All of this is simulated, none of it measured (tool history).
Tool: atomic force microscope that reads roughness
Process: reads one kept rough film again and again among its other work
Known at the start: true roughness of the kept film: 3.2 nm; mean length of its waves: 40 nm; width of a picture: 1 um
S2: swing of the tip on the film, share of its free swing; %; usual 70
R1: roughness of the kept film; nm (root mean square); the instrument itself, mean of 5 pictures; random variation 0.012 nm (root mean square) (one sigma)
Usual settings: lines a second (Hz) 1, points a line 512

{"run": 1, "hour": 0.0, "lines a second (Hz)": 1, "S2": 70, "points a line": 512, "R1": 2.87}
{"run": 2, "hour": 13.8, "lines a second (Hz)": 1, "S2": 70, "points a line": 512, "R1": 2.823}
{"run": 3, "hour": 23.8, "lines a second (Hz)": 1, "S2": 70, "points a line": 512, "R1": 2.805}
{"run": 4, "hour": 36.8, "lines a second (Hz)": 1, "S2": 70, "points a line": 512, "R1": 2.771}
{"run": 5, "hour": 43.8, "lines a second (Hz)": 1, "S2": 70, "points a line": 512, "R1": 2.748}
{"run": 6, "hour": 55.4, "lines a second (Hz)": 1, "S2": 70, "points a line": 512, "R1": 2.736}
{"run": 7, "hour": 62.7, "lines a second (Hz)": 1, "S2": 70, "points a line": 512, "R1": 2.699}
{"run": 8, "hour": 75.3, "lines a second (Hz)": 1, "S2": 70, "points a line": 512, "R1": 2.713}
{"run": 9, "hour": 86.4, "lines a second (Hz)": 1, "S2": 70, "points a line": 512, "R1": 2.682}
{"run": 10, "hour": 96.7, "lines a second (Hz)": 1, "S2": 70, "points a line": 512, "R1": 2.668}
{"run": 11, "hour": 107.9, "lines a second (Hz)": 1, "S2": 56, "points a line": 512, "R1": 2.752}
{"run": 12, "hour": 116.0, "lines a second (Hz)": 1, "S2": 56, "points a line": 512, "R1": 2.722}
{"run": 13, "hour": 131.6, "lines a second (Hz)": 1, "S2": 84, "points a line": 512, "R1": 2.461}
{"run": 14, "hour": 146.2, "lines a second (Hz)": 1, "S2": 70, "points a line": 512, "R1": 2.602}
{"hour": 155.7, "done": "new tip fitted"}
{"run": 15, "hour": 158.8, "lines a second (Hz)": 3.56, "S2": 70, "points a line": 512, "R1": 2.536}
{"run": 16, "hour": 166.0, "lines a second (Hz)": 3.56, "S2": 70, "points a line": 512, "R1": 2.559}
{"run": 17, "hour": 180.5, "lines a second (Hz)": 3.56, "S2": 70, "points a line": 512, "R1": 2.533}
{"run": 18, "hour": 191.7, "lines a second (Hz)": 3.56, "S2": 70, "points a line": 512, "R1": 2.514}
{"run": 19, "hour": 199.9, "lines a second (Hz)": 1, "S2": 73, "points a line": 512, "R1": 2.801}
{"run": 20, "hour": 208.1, "lines a second (Hz)": 1, "S2": 70, "points a line": 512, "R1": 2.805}
{"hour": 210.4, "done": "height scale calibrated on a step standard"}
{"run": 21, "hour": 218.4, "lines a second (Hz)": 1, "S2": 70, "points a line": 512, "R1": 2.781}
{"run": 22, "hour": 231.7, "lines a second (Hz)": 1, "S2": 70, "points a line": 512, "R1": 2.767}
{"run": 23, "hour": 243.2, "lines a second (Hz)": 1, "S2": 70, "points a line": 511, "R1": 2.732}
{"run": 24, "hour": 252.4, "lines a second (Hz)": 1.15, "S2": 70, "points a line": 511, "R1": 2.727}
{"run": 25, "hour": 260.5, "lines a second (Hz)": 1.15, "S2": 70, "points a line": 511, "R1": 2.677}
{"run": 26, "hour": 271.4, "lines a second (Hz)": 1.15, "S2": 70, "points a line": 511, "R1": 2.666}
{"hour": 279.7, "done": "height scale calibrated on a step standard, once more"}
{"run": 27, "hour": 284.7, "lines a second (Hz)": 1.15, "S2": 70, "points a line": 511, "R1": 2.666}
{"run": 28, "hour": 301.2, "lines a second (Hz)": 1.15, "S2": 70, "points a line": 698, "R1": 2.662}
{"run": 29, "hour": 316.4, "lines a second (Hz)": 1.15, "S2": 70, "points a line": 698, "R1": 2.635}
{"run": 30, "hour": 330.1, "lines a second (Hz)": 3.45, "S2": 87, "points a line": 297, "R1": 1.921}
{"run": 31, "hour": 344.2, "lines a second (Hz)": 3.45, "S2": 87, "points a line": 297, "R1": 1.892}
{"hour": 350.4, "done": "new tip fitted"}
{"run": 32, "hour": 355.2, "lines a second (Hz)": 1.03, "S2": 60, "points a line": 396, "R1": 2.951}
{"run": 33, "hour": 363.0, "lines a second (Hz)": 0.97, "S2": 84, "points a line": 503, "R1": 2.75}
{"run": 34, "hour": 370.8, "lines a second (Hz)": 0.97, "S2": 59, "points a line": 503, "R1": 2.949}
{"run": 35, "hour": 385.0, "lines a second (Hz)": 0.97, "S2": 59, "points a line": 503, "R1": 2.929}
{"run": 36, "hour": 392.9, "lines a second (Hz)": 3.66, "S2": 66, "points a line": 274, "R1": 2.577}
{"run": 37, "hour": 407.4, "lines a second (Hz)": 0.69, "S2": 81, "points a line": 805, "R1": 2.777}
{"run": 38, "hour": 419.9, "lines a second (Hz)": 0.69, "S2": 81, "points a line": 805, "R1": 2.752}
{"run": 39, "hour": 433.4, "lines a second (Hz)": 0.69, "S2": 81, "points a line": 805, "R1": 2.722}
{"run": 40, "hour": 441.4, "lines a second (Hz)": 0.69, "S2": 81, "points a line": 805, "R1": 2.72}
{"run": 41, "hour": 455.7, "lines a second (Hz)": 2.11, "S2": 70, "points a line": 512, "R1": 2.577}
{"run": 42, "hour": 464.4, "lines a second (Hz)": 2.11, "S2": 70, "points a line": 512, "R1": 2.571}
{"run": 43, "hour": 473.2, "lines a second (Hz)": 1, "S2": 56, "points a line": 471, "R1": 2.788}
{"run": 44, "hour": 483.9, "lines a second (Hz)": 1.09, "S2": 70, "points a line": 762, "R1": 2.691}
{"run": 45, "hour": 500.4, "lines a second (Hz)": 0.75, "S2": 61, "points a line": 512, "R1": 2.737}
{"run": 46, "hour": 511.7, "lines a second (Hz)": 3.58, "S2": 83, "points a line": 302, "R1": 1.975}
{"run": 47, "hour": 525.0, "lines a second (Hz)": 1, "S2": 66, "points a line": 512, "R1": 2.624}
{"run": 48, "hour": 541.6, "lines a second (Hz)": 1, "S2": 86, "points a line": 502, "R1": 2.412}
{"hour": 543.5, "done": "new tip fitted"}
{"run": 49, "hour": 559.0, "lines a second (Hz)": 1, "S2": 86, "points a line": 502, "R1": 2.701}
{"run": 50, "hour": 575.8, "lines a second (Hz)": 0.93, "S2": 70, "points a line": 512, "R1": 2.862}
{"run": 51, "hour": 590.8, "lines a second (Hz)": 0.93, "S2": 70, "points a line": 512, "R1": 2.815}
{"run": 52, "hour": 607.8, "lines a second (Hz)": 0.93, "S2": 70, "points a line": 512, "R1": 2.799}
{"run": 53, "hour": 623.6, "lines a second (Hz)": 1.42, "S2": 71, "points a line": 512, "R1": 2.7}
{"run": 54, "hour": 633.4, "lines a second (Hz)": 1.42, "S2": 71, "points a line": 288, "R1": 2.689}

The same runs without the tool's hidden state, with the same run-to-run variation:
The hidden state here: radius of the tip, nm; height scale over the true one, %; drift of the gauge itself on roughness_nm, %.
run=1 R1=2.942
run=2 R1=2.921
run=3 R1=2.921
run=4 R1=2.908
run=5 R1=2.897
run=6 R1=2.906
run=7 R1=2.881
run=8 R1=2.915
run=9 R1=2.901
run=10 R1=2.907
run=11 R1=3.016
run=12 R1=3
run=13 R1=2.739
run=14 R1=2.919
run=15 R1=2.557
run=16 R1=2.592
run=17 R1=2.588
run=18 R1=2.587
run=19 R1=2.897
run=20 R1=2.915
run=21 R1=2.908
run=22 R1=2.917
run=23 R1=2.897
run=24 R1=2.909
run=25 R1=2.869
run=26 R1=2.876
run=27 R1=2.882
run=28 R1=2.906
run=29 R1=2.901
run=30 R1=2.132
run=31 R1=2.116
run=32 R1=2.965
run=33 R1=2.778
run=34 R1=2.993
run=35 R1=3.002
run=36 R1=2.655
run=37 R1=2.885
run=38 R1=2.881
run=39 R1=2.873
run=40 R1=2.886
run=41 R1=2.758
run=42 R1=2.766
run=43 R1=3.015
run=44 R1=2.927
run=45 R1=3.006
run=46 R1=2.184
run=47 R1=2.925
run=48 R1=2.717
run=49 R1=2.733
run=50 R1=2.926
run=51 R1=2.904
run=52 R1=2.916
run=53 R1=2.842
run=54 R1=2.845

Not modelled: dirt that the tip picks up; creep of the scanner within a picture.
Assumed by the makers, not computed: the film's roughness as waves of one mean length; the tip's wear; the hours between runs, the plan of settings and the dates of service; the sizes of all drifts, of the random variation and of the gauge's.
